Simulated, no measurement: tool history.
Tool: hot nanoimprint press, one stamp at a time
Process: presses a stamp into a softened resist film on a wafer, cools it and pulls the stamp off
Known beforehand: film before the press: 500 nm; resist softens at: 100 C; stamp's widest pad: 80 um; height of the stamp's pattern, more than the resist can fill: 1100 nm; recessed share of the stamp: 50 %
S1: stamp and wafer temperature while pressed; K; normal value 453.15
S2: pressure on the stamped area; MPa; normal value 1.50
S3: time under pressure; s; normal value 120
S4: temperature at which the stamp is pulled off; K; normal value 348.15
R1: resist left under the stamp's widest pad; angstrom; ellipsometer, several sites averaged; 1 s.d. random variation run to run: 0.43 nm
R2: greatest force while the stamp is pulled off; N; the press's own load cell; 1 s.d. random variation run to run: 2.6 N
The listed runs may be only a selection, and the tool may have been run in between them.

run   hour      S1    S2   S3      S4    R1   R2
  1    0.0  453.15  1.50  120  348.15  1792  217
  2   31.1  453.15  1.50  120  348.15  1787  213
  3   64.0  453.15  1.50  120  348.15  1797  220
  4   97.0  453.15  1.50  120  348.15  1800  219
  5  118.9  453.15  1.50  120  348.15  1789  216
  6  151.3  453.15  1.50  120  348.15  1797  216
  7  175.9  453.15  1.50  120  348.15  1792  218
  8  215.6  453.15  1.50  120  342.15  1792  243
  9  252.1  453.15  1.50  120  342.15  1795  239
 10  271.2  453.15  1.50  120  348.15  1787  218
 11  310.4  452.15  1.50  120  338.15  1871  260
 12  341.8  457.15  1.50  120  335.15  1486  267
 13  373.4  457.15  1.50  120  335.15  1476  271
 14  405.7  448.15  1.92   82  355.15  2344  190
 15  438.1  453.15  1.50  168  348.15  1551  218
 16  466.6  453.15  1.03  208  348.15  1687  221
 17  498.6  456.15  1.19   66  353.15  2212  201
 18  530.7  451.15  1.56  144  339.15  1782  255
 19  572.6  451.15  1.56  144  339.15  1782  256
 20  613.5  453.15  1.50   97  353.15  1944  197

The log once held 2 entries between its listed runs, left out of this copy. Where does each go, and what is different about the tool's unlogged condition between the listed run before it and the listed run after it?
Logged between run 1 and run 2: stamp cleaned and given a new release coat (hour 17.2)
  grip of the stamp's worn release coat, % over a new coat's: 0.8 -> 0; drift of the gauge itself on residual_nm, %: 0 -> -0.04
  measured value less the no-hidden-state value, R1: -2 -> -3 angstrom
Logged between run 2 and run 3: plate thermocouple calibrated (hour 51.2)
  true temperature over the reading, C: 0.05 -> -0.02; pressure that arrives at the usual setting, %: 99.8 -> 99.79; grip of the stamp's worn release coat, % over a new coat's: 0 -> 0.1; drift of the gauge itself on residual_nm, %: -0.04 -> -0.08
  measured value less the no-hidden-state value, R1: -3 -> +2 angstrom

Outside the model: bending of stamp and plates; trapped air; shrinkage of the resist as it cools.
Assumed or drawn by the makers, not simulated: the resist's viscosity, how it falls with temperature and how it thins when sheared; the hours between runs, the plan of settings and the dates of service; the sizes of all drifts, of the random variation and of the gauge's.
